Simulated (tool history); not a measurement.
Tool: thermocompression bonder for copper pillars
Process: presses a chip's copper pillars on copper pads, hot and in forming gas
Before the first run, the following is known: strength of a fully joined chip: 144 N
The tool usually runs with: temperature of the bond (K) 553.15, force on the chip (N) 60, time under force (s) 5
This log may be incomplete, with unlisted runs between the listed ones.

run	hour	temperature of the bond (K)	force on the chip (N)	time under force (s)	force that shears a chip off (N)
1	0.0	553.15	60	5	53.4
2	5.9	553.15	60	8	64.5
3	15.4	553.15	60	8	65.7
4	26.0	553.15	60	6	55.9
5	36.2	553.15	60	6	56.4
# hour 38.8: heater calibrated with a thermocouple chip
6	44.9	553.15	60	5	52.3

Run 7 is up next; what results do you expect?
7	52.9	553.15	60	5	?

{"run 7": {"force that shears a chip off (N)": 53.3}}
Were there no unlogged condition in the tool, this run, its random variation unchanged, would have produced force that shears a chip off (N) 57.2.
